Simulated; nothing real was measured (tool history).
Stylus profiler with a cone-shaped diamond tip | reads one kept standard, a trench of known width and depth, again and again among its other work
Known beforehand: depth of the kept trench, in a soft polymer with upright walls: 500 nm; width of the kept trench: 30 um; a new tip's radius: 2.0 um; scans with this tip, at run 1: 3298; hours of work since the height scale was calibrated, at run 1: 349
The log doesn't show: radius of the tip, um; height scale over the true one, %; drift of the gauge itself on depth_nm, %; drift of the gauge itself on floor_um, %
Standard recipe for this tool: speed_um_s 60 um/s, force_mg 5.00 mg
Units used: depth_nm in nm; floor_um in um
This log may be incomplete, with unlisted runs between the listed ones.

run,hour,speed_um_s,force_mg,scans with this tip,hours of work since the height scale was calibrated,depth_nm,floor_um
1,0.0,60,5.00,3298,349,510.97,27.07
2,22.3,60,5.00,3434,363,511.27,27.01
3,43.3,60,5.00,3563,377,511.04,27.04
4,55.3,60,5.00,3636,384,511.08,27.06
5,80.8,60,5.00,3792,401,510.92,27.07
6,104.3,60,5.00,3936,416,511.02,27.06
7,124.1,60,5.00,4057,429,511.08,27.02
8,149.8,60,5.00,4214,445,511.11,27.07
9,163.3,190,10.61,4296,454,518.15,26.90
10,187.5,190,10.61,4444,470,518.11,26.84
11,212.1,20,3.97,4595,486,509.65,27.12
12,228.8,137,3.26,4697,496,508.34,26.85
13,245.7,137,3.26,4800,507,508.26,26.78
14,265.1,120,3.26,4919,520,508.43,26.78
15,283.4,33,5.00,5030,532,511.18,27.09
16,299.4,212,8.61,5128,542,515.86,26.77

3 ways to go on from here, each from the tool as it stands after run 16. What would each give?
A,314.9,60,2.87,5223,552,?,?
B,314.9,33,8.61,5223,552,?,?
C,314.9,114,8.52,5223,552,?,?

run,depth_nm,floor_um
A,507.66,26.95
B,515.93,27.06
C,515.94,26.93
What these runs would have given with no unlogged condition in the tool:
run,depth_nm,floor_um
A,507.29,27.16
B,515.56,27.27
C,515.56,27.15
